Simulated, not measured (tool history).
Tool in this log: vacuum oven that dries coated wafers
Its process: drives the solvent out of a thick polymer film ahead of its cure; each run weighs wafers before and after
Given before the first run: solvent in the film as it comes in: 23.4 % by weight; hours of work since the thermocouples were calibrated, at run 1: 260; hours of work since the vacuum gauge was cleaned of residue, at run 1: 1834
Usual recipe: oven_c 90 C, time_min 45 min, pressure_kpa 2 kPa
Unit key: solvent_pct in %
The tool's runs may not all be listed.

run    hour  oven_c  time_min  pressure_kpa  hours of work since the thermocouples were calibrated  hours of work since the vacuum gauge was cleaned of residue  solvent_pct
  1       0      90        45             2                                                    260                                                         1834         1.84
  2    69.5      90        45             2                                                    297                                                         1871         1.85
  3   128.8      90        45             2                                                    328                                                         1902         1.85
  4   195.1      90        45             2                                                    363                                                         1937         1.85
  5     278      90        22             2                                                    406                                                         1980         5.07
  6   365.1      90        22             2                                                    452                                                         2026         5.08
  7   454.4      90        22             2                                                    499                                                         2073         5.04
  8   561.6      90        22             2                                                    555                                                         2129         5.07
  9   667.1      90        45          1.95                                                    610                                                         2185          1.8
 10   741.1      87        45             2                                                    649                                                         2223         2.61
 11     848      90        45             2                                                    705                                                         2280         1.83
 12   963.5      90        45             2                                                    766                                                         2340         1.84
     1018.1  -- oven's thermocouples calibrated
 13  1039.6      90        45             2                                                     11                                                         2379         1.86
 14  1119.1      90        45             2                                                     53                                                         2421         1.83
 15    1203      90        45             2                                                     97                                                         2465         1.84
 16  1321.3      90        45          6.92                                                    159                                                         2527         4.12
 17  1439.7      90        45          6.92                                                    221                                                         2589          4.1
     1474.8  -- vacuum gauge cleaned of residue and calibrated
 18  1504.7      90        45             2                                                    255                                                           16         1.82
 19  1627.9      90        45             2                                                    319                                                           80         1.85
 20  1742.1      90        45             2                                                    379                                                          140         1.84
 21  1858.7      80        38             2                                                    440                                                          202         6.51
 22  1961.3      80        38             2                                                    494                                                          255         6.57
 23  2047.7      90        45          5.83                                                    540                                                          301         3.57
 24  2122.2      90        59          5.83                                                    579                                                          340         3.11
 25  2175.1      90        59          1.36                                                    607                                                          368         0.99
 26  2292.2      90        45           2.5                                                    668                                                          429         2.07
 27  2412.2      94        65             2                                                    731                                                          492         0.87
 28  2502.5      83        70          7.77                                                    778                                                          540         5.71
     2527.8  -- oven's thermocouples calibrated
 29  2615.5      81        45          4.15                                                     46                                                          598         6.26
 30    2707      81        45          4.15                                                     94                                                          646         6.26
 31  2814.9      81        45          4.15                                                    151                                                          702         6.25
 32  2903.9      81        45          4.15                                                    197                                                          749         6.24
 33  3006.9      81        45          4.15                                                    251                                                          803         6.28
 34  3086.5      81        45          4.15                                                    293                                                          845         6.23
 35  3178.9      88        45          3.28                                                    342                                                          894         2.98
 36  3286.5      88        45          3.28                                                    398                                                          950         2.96
 37  3392.7      84        45          1.54                                                    454                                                         1006         3.46
 38  3452.4      83        52           2.7                                                    485                                                         1037         3.79
 39  3550.5      83        52           2.7                                                    537                                                         1089          3.8

Forecast each of these 5 alternatives for the next run:
  A  3642.6      85        55             2                                                    585                                                         1137            ?
  B  3642.6      83        74           2.7                                                    585                                                         1137            ?
  C  3642.6      75        62          4.23                                                    585                                                         1137            ?
  D  3642.6      98        45          4.74                                                    585                                                         1137            ?
  E  3642.6      92        52          3.99                                                    585                                                         1137            ?

run  solvent_pct
  A         2.48
  B         2.56
  C         7.64
  D         1.79
  E         2.13
Without the tool's hidden state the same runs would have given:
run  solvent_pct
  A         2.48
  B         2.56
  C         7.65
  D         1.79
  E         2.13

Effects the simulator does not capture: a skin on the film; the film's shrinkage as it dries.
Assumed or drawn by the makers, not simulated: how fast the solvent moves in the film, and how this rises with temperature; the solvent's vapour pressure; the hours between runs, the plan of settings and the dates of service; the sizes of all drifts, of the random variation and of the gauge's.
